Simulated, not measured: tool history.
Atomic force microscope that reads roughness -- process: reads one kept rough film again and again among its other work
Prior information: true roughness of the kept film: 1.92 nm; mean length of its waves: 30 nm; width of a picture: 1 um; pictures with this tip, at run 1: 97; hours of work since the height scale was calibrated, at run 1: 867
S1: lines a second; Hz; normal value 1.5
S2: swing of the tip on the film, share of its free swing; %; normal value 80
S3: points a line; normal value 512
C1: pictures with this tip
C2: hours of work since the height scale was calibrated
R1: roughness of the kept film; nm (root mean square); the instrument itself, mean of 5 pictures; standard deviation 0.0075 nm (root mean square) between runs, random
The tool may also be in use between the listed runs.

run	hour	S1	S2	S3	C1	C2	R1
1	0	1.5	80	512	97	867	1.457
# hour 22.5: new tip fitted
2	54.3	1.5	80	922	45	903	1.533
3	82.1	1.5	80	922	84	922	1.475
# hour 114.1: new tip fitted
4	117.1	1.5	80	922	4	945	1.597
5	155.1	1.5	80	490	58	971	1.518
6	186.9	1.5	80	512	102	992	1.455
# hour 207.6: new tip fitted
7	238	0.91	80	512	42	1026	1.597
8	283.4	2.85	80	512	106	1056	1.3
# hour 299: new tip fitted
9	310.5	1.5	80	460	16	1074	1.559
10	335.9	1.5	80	460	52	1091	1.506

For run 11, what comes out?
11	388.3	0.72	80	460	126	1126	?

{"run 11": {"R1": 1.505}}
Take away the tool's hidden state, keep the run-to-run variation as it was, and the same run would have given R1 1.686 nm (root mean square).
